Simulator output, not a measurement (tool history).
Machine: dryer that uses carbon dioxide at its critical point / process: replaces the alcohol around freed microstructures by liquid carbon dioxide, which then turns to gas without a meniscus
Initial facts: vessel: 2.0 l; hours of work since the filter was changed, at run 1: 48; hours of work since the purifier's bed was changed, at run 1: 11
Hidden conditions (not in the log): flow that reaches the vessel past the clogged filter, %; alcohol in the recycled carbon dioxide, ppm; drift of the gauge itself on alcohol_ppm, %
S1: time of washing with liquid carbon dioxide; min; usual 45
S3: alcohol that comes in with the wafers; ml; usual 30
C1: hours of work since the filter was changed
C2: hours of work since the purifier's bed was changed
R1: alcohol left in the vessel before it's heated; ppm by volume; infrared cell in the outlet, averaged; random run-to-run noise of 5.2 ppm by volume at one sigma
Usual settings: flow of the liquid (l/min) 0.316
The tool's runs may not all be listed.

{"run": 1, "day": 0.0, "S1": 45, "flow of the liquid (l/min)": 0.316, "S3": 30, "C1": 48, "C2": 11, "R1": 101}
{"run": 2, "day": 0.371, "S1": 45, "flow of the liquid (l/min)": 0.316, "S3": 30, "C1": 52, "C2": 15, "R1": 107}
{"run": 3, "day": 0.896, "S1": 45, "flow of the liquid (l/min)": 0.316, "S3": 30, "C1": 57, "C2": 20, "R1": 108}
{"run": 4, "day": 1.242, "S1": 45, "flow of the liquid (l/min)": 0.316, "S3": 30, "C1": 60, "C2": 23, "R1": 111}
{"run": 5, "day": 1.708, "S1": 45, "flow of the liquid (l/min)": 0.402, "S3": 30, "C1": 65, "C2": 28, "R1": 28}
{"run": 6, "day": 2.25, "S1": 45, "flow of the liquid (l/min)": 0.254, "S3": 30, "C1": 70, "C2": 33, "R1": 304}
{"run": 7, "day": 2.788, "S1": 45, "flow of the liquid (l/min)": 0.254, "S3": 30, "C1": 75, "C2": 38, "R1": 309}
{"run": 8, "day": 3.138, "S1": 45, "flow of the liquid (l/min)": 0.254, "S3": 30, "C1": 78, "C2": 41, "R1": 311}
{"run": 9, "day": 3.45, "S1": 45, "flow of the liquid (l/min)": 0.254, "S3": 28, "C1": 81, "C2": 44, "R1": 286}
{"run": 10, "day": 3.762, "S1": 58, "flow of the liquid (l/min)": 0.316, "S3": 30, "C1": 84, "C2": 47, "R1": 36}
{"run": 11, "day": 4.062, "S1": 58, "flow of the liquid (l/min)": 0.316, "S3": 30, "C1": 87, "C2": 50, "R1": 35}
{"run": 12, "day": 4.408, "S1": 58, "flow of the liquid (l/min)": 0.316, "S3": 30, "C1": 91, "C2": 54, "R1": 41}
{"run": 13, "day": 4.875, "S1": 45, "flow of the liquid (l/min)": 0.45, "S3": 30, "C1": 95, "C2": 58, "R1": 19}
{"run": 14, "day": 5.412, "S1": 45, "flow of the liquid (l/min)": 0.26, "S3": 30, "C1": 100, "C2": 63, "R1": 282}
{"run": 15, "day": 5.875, "S1": 45, "flow of the liquid (l/min)": 0.26, "S3": 30, "C1": 105, "C2": 68, "R1": 282}
{"run": 16, "day": 6.121, "S1": 45, "flow of the liquid (l/min)": 0.26, "S3": 30, "C1": 107, "C2": 70, "R1": 280}
{"run": 17, "day": 6.546, "S1": 45, "flow of the liquid (l/min)": 0.199, "S3": 30, "C1": 111, "C2": 74, "R1": 781}
{"run": 18, "day": 7.112, "S1": 45, "flow of the liquid (l/min)": 0.199, "S3": 30, "C1": 117, "C2": 80, "R1": 788}
{"run": 19, "day": 7.396, "S1": 45, "flow of the liquid (l/min)": 0.199, "S3": 30, "C1": 119, "C2": 82, "R1": 784}
{"run": 20, "day": 7.912, "S1": 45, "flow of the liquid (l/min)": 0.362, "S3": 30, "C1": 124, "C2": 87, "R1": 55}
{"run": 21, "day": 8.242, "S1": 45, "flow of the liquid (l/min)": 0.362, "S3": 30, "C1": 128, "C2": 91, "R1": 59}
{"run": 22, "day": 8.725, "S1": 45, "flow of the liquid (l/min)": 0.218, "S3": 30, "C1": 132, "C2": 95, "R1": 583}
{"run": 23, "day": 8.992, "S1": 45, "flow of the liquid (l/min)": 0.218, "S3": 30, "C1": 135, "C2": 98, "R1": 583}
{"run": 24, "day": 9.5, "S1": 45, "flow of the liquid (l/min)": 0.485, "S3": 40, "C1": 140, "C2": 103, "R1": 31}
{"run": 25, "day": 10.029, "S1": 51, "flow of the liquid (l/min)": 0.255, "S3": 30, "C1": 145, "C2": 108, "R1": 200}
{"run": 26, "day": 10.467, "S1": 51, "flow of the liquid (l/min)": 0.255, "S3": 30, "C1": 149, "C2": 112, "R1": 196}
{"run": 27, "day": 10.921, "S1": 51, "flow of the liquid (l/min)": 0.255, "S3": 30, "C1": 153, "C2": 116, "R1": 203}
{"run": 28, "day": 11.429, "S1": 45, "flow of the liquid (l/min)": 0.229, "S3": 37, "C1": 158, "C2": 121, "R1": 619}
{"run": 29, "day": 11.854, "S1": 45, "flow of the liquid (l/min)": 0.229, "S3": 25, "C1": 162, "C2": 125, "R1": 419}
{"run": 30, "day": 12.204, "S1": 47, "flow of the liquid (l/min)": 0.311, "S3": 83, "C1": 166, "C2": 129, "R1": 299}
{"run": 31, "day": 12.525, "S1": 39, "flow of the liquid (l/min)": 0.337, "S3": 101, "C1": 169, "C2": 132, "R1": 592}
{"run": 32, "day": 13.067, "S1": 39, "flow of the liquid (l/min)": 0.337, "S3": 101, "C1": 174, "C2": 137, "R1": 577}
{"run": 33, "day": 13.304, "S1": 44, "flow of the liquid (l/min)": 0.353, "S3": 105, "C1": 176, "C2": 139, "R1": 271}
{"run": 34, "day": 13.646, "S1": 44, "flow of the liquid (l/min)": 0.353, "S3": 105, "C1": 180, "C2": 143, "R1": 266}
{"run": 35, "day": 14.104, "S1": 69, "flow of the liquid (l/min)": 0.352, "S3": 30, "C1": 184, "C2": 147, "R1": 25}
{"run": 36, "day": 14.612, "S1": 69, "flow of the liquid (l/min)": 0.352, "S3": 30, "C1": 189, "C2": 152, "R1": 23}
{"run": 37, "day": 15.096, "S1": 37, "flow of the liquid (l/min)": 0.345, "S3": 42, "C1": 194, "C2": 157, "R1": 287}
{"run": 38, "day": 15.529, "S1": 33, "flow of the liquid (l/min)": 0.234, "S3": 91, "C1": 198, "C2": 161, "R1": 3502}
{"run": 39, "day": 15.929, "S1": 33, "flow of the liquid (l/min)": 0.234, "S3": 91, "C1": 202, "C2": 165, "R1": 3681}
{"run": 40, "day": 16.438, "S1": 33, "flow of the liquid (l/min)": 0.234, "S3": 91, "C1": 206, "C2": 170, "R1": 3581}
{"run": 41, "day": 16.775, "S1": 33, "flow of the liquid (l/min)": 0.234, "S3": 91, "C1": 210, "C2": 173, "R1": 3627}
{"run": 42, "day": 17.125, "S1": 54, "flow of the liquid (l/min)": 0.397, "S3": 30, "C1": 213, "C2": 176, "R1": 19}
{"run": 43, "day": 17.429, "S1": 54, "flow of the liquid (l/min)": 0.397, "S3": 30, "C1": 216, "C2": 179, "R1": 27}
{"run": 44, "day": 17.733, "S1": 54, "flow of the liquid (l/min)": 0.397, "S3": 30, "C1": 219, "C2": 182, "R1": 26}
{"run": 45, "day": 18.062, "S1": 54, "flow of the liquid (l/min)": 0.397, "S3": 30, "C1": 222, "C2": 185, "R1": 32}
{"run": 46, "day": 18.342, "S1": 71, "flow of the liquid (l/min)": 0.206, "S3": 120, "C1": 225, "C2": 188, "R1": 540}

4 options for the next run, each taken on its own from the tool as it stands now. Forecast them:
{"run": "A", "day": 18.696, "S1": 45, "flow of the liquid (l/min)": 0.241, "S3": 30, "C1": 228, "C2": 191, "R1": "?"}
{"run": "B", "day": 18.696, "S1": 71, "flow of the liquid (l/min)": 0.206, "S3": 118, "C1": 228, "C2": 191, "R1": "?"}
{"run": "C", "day": 18.696, "S1": 37, "flow of the liquid (l/min)": 0.328, "S3": 37, "C1": 228, "C2": 191, "R1": "?"}
{"run": "D", "day": 18.696, "S1": 33, "flow of the liquid (l/min)": 0.391, "S3": 67, "C1": 228, "C2": 191, "R1": "?"}

run=A R1=454
run=B R1=532
run=C R1=330
run=D R1=430
What these runs would have given with no unlogged condition in the tool:
run=A R1=347
run=B R1=380
run=C R1=243
run=D R1=314
